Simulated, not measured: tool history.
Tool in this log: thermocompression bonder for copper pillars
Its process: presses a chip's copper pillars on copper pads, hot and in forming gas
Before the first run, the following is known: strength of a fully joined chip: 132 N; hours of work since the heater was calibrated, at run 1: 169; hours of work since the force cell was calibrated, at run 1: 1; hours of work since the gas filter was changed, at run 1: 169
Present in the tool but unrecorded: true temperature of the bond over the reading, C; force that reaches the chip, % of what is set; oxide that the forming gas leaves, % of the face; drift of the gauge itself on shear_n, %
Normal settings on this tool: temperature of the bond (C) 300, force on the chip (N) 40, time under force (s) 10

run	hour	temperature of the bond (C)	force on the chip (N)	time under force (s)	hours of work since the heater was calibrated	hours of work since the force cell was calibrated	hours of work since the gas filter was changed	force that shears a chip off (N)
1	0	300	40	10	169	1	169	50.6
2	13.8	300	40	16	175	7	175	60.2
3	26.4	300	40	16	181	13	181	61.1
4	45.4	300	40	16	189	21	189	60.3
5	57.3	300	40	10	195	27	195	50.2
6	75.9	280	40	10	203	35	203	38.5
7	94.9	280	40	10	212	44	212	38.2
8	115.4	280	40	10	221	53	221	39.2
9	127.8	280	40	10	227	59	227	38.4
10	142.4	280	40	10	233	66	233	38.8
11	162.2	280	40	10	242	75	242	37.5
12	183.4	280	40	10	252	84	252	38
13	200.2	280	40	10	260	92	260	38.5
14	216.1	300	40	10	267	99	267	49
15	226.6	300	40	18	272	104	272	61
16	244	272	32	18	279	112	279	36.7
17	257.5	272	32	18	286	118	286	36.8
18	267.5	283	45	10	290	122	290	42.3
19	277.3	300	29	10	295	127	295	38.6
20	287.7	323	29	6	299	132	299	43

The next listed run, before its measurement:
21	308.6	282	56	6	309	141	309	?

{"run 21": {"force that shears a chip off (N)": 38.4}}
With no hidden state in the tool, this same run would have given force that shears a chip off (N) 42.6.
